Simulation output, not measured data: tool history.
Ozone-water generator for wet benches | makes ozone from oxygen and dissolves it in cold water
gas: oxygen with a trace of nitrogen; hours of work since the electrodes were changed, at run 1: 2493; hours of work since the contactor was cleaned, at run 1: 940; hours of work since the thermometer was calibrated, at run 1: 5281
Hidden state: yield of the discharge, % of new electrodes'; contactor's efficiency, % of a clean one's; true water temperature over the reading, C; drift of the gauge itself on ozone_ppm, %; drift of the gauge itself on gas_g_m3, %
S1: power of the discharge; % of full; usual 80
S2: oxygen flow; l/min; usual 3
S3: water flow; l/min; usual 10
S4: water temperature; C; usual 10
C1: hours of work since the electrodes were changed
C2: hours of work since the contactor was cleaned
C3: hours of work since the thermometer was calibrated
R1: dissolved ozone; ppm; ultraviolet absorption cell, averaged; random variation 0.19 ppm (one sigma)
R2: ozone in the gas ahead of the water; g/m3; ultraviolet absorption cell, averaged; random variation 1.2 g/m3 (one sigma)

| run | hour | S1 | S2 | S3 | S4 | C1 | C2 | C3 | R1 | R2 |
|---|---|---|---|---|---|---|---|---|---|---|
| 1 | 0 | 80 | 3 | 10 | 10 | 2493 | 940 | 5281 | 26 | 202.3 |
| 2 | 105.6 | 80 | 3 | 10 | 10 | 2582 | 1029 | 5370 | 25.9 | 204.1 |
| 3 | 177.5 | 80 | 3 | 10 | 10 | 2642 | 1089 | 5430 | 25.9 | 202.4 |
|  | 204.2 | water thermometer calibrated |
| 4 | 249 | 80 | 3 | 10 | 10 | 2701 | 1149 | 38 | 26.1 | 200.4 |
| 5 | 320.6 | 47 | 3 | 10 | 10 | 2762 | 1209 | 98 | 16.6 | 129.1 |
| 6 | 397.4 | 80 | 3 | 10 | 10 | 2826 | 1274 | 162 | 25.8 | 202.2 |
| 7 | 491.5 | 41 | 3.22 | 7 | 17 | 2905 | 1353 | 241 | 18 | 112.4 |
| 8 | 565.9 | 61 | 2.26 | 12 | 11 | 2967 | 1415 | 304 | 15.4 | 172.8 |
| 9 | 624.8 | 76 | 2.1 | 12 | 10 | 3017 | 1464 | 353 | 18.5 | 214 |
| 10 | 690.9 | 73 | 2.25 | 10 | 10 | 3072 | 1520 | 408 | 21.7 | 202.7 |
| 11 | 771.4 | 47 | 3.2 | 10 | 10 | 3140 | 1588 | 476 | 16.7 | 125.6 |

Hidden state or all else? Some run-to-run changes of R1, split into what the settings, what came in and random variation would give without the hidden state, and what is left for the hidden state (with any gauge scatter that isn't in both results):
Run 4 -> 5: S1 80 -> 47. R1 -9.5 ppm: hidden state +0.8, all else -10.3.
Run 5 -> 6: S1 47 -> 80. R1 +9.2 ppm: hidden state -0.9, all else +10.1.
